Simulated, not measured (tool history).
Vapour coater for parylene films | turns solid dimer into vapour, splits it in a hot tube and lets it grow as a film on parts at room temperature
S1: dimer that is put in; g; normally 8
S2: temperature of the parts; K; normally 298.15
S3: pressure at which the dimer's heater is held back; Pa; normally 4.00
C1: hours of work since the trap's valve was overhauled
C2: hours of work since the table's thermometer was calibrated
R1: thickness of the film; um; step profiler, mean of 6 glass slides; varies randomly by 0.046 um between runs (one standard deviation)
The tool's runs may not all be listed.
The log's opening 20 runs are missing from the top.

{"run": 21, "day": 29.95, "S1": 8, "S2": 301.15, "S3": 4.0, "C1": 256, "C2": 388, "R1": 4.56}
{"run": 22, "day": 31.525, "S1": 8, "S2": 301.15, "S3": 2.95, "C1": 289, "C2": 421, "R1": 4.72}
{"run": 23, "day": 32.871, "S1": 12, "S2": 302.15, "S3": 4.0, "C1": 317, "C2": 449, "R1": 6.56}
{"run": 24, "day": 34.088, "S1": 10, "S2": 301.15, "S3": 2.32, "C1": 343, "C2": 475, "R1": 6.14}
{"run": 25, "day": 35.892, "S1": 4, "S2": 298.15, "S3": 4.0, "C1": 380, "C2": 512, "R1": 2.4}
{"run": 26, "day": 38.129, "S1": 4, "S2": 298.15, "S3": 4.0, "C1": 427, "C2": 559, "R1": 2.38}
{"run": 27, "day": 39.054, "S1": 12, "S2": 298.15, "S3": 4.77, "C1": 447, "C2": 578, "R1": 6.88}
{"run": 28, "day": 40.342, "S1": 7, "S2": 307.15, "S3": 4.0, "C1": 473, "C2": 605, "R1": 3.34}
{"run": 29, "day": 42.471, "S1": 3, "S2": 298.15, "S3": 2.38, "C1": 518, "C2": 650, "R1": 1.9}
{"run": 30, "day": 44.162, "S1": 7, "S2": 290.15, "S3": 7.5, "C1": 553, "C2": 685, "R1": 4.42}
{"run": 31, "day": 45.329, "S1": 7, "S2": 290.15, "S3": 7.5, "C1": 578, "C2": 710, "R1": 4.44}
{"day": 47.104, "done": "trap's valve overhauled"}
{"run": 32, "day": 47.2, "S1": 5, "S2": 293.15, "S3": 4.67, "C1": 2, "C2": 745, "R1": 3.51}
{"run": 33, "day": 49.188, "S1": 11, "S2": 293.15, "S3": 3.22, "C1": 44, "C2": 787, "R1": 8.23}
{"run": 34, "day": 50.862, "S1": 8, "S2": 300.15, "S3": 3.33, "C1": 79, "C2": 822, "R1": 5.0}
{"run": 35, "day": 52.092, "S1": 8, "S2": 300.15, "S3": 3.33, "C1": 104, "C2": 848, "R1": 4.91}
{"run": 36, "day": 53.846, "S1": 7, "S2": 300.15, "S3": 2.02, "C1": 141, "C2": 884, "R1": 4.64}
{"run": 37, "day": 55.542, "S1": 7, "S2": 300.15, "S3": 2.02, "C1": 176, "C2": 920, "R1": 4.74}
{"run": 38, "day": 57.75, "S1": 6, "S2": 298.15, "S3": 7.0, "C1": 223, "C2": 966, "R1": 3.39}
{"run": 39, "day": 59.654, "S1": 8, "S2": 301.15, "S3": 4.8, "C1": 262, "C2": 1006, "R1": 4.48}
{"run": 40, "day": 61.442, "S1": 8, "S2": 301.15, "S3": 4.8, "C1": 300, "C2": 1043, "R1": 4.41}
{"run": 41, "day": 62.583, "S1": 4, "S2": 306.15, "S3": 5.71, "C1": 324, "C2": 1067, "R1": 1.88}
{"run": 42, "day": 64.521, "S1": 4, "S2": 292.15, "S3": 4.0, "C1": 364, "C2": 1108, "R1": 2.8}
{"run": 43, "day": 66.829, "S1": 4, "S2": 295.15, "S3": 3.89, "C1": 413, "C2": 1156, "R1": 2.61}
{"run": 44, "day": 68.596, "S1": 5, "S2": 294.15, "S3": 4.75, "C1": 450, "C2": 1193, "R1": 3.18}

Below are 3 alternative next runs, each starting from the tool's condition after run 44. Predict each:
{"run": "A", "day": 69.796, "S1": 6, "S2": 298.15, "S3": 10.99, "C1": 475, "C2": 1218, "R1": "?"}
{"run": "B", "day": 69.796, "S1": 8, "S2": 293.15, "S3": 4.0, "C1": 475, "C2": 1218, "R1": "?"}
{"run": "C", "day": 69.796, "S1": 5, "S2": 290.15, "S3": 4.75, "C1": 475, "C2": 1218, "R1": "?"}

run=A R1=3.01
run=B R1=5.34
run=C R1=3.51
Had the tool no hidden state, the same runs would have come out as:
run=A R1=3.27
run=B R1=5.80
run=C R1=3.82

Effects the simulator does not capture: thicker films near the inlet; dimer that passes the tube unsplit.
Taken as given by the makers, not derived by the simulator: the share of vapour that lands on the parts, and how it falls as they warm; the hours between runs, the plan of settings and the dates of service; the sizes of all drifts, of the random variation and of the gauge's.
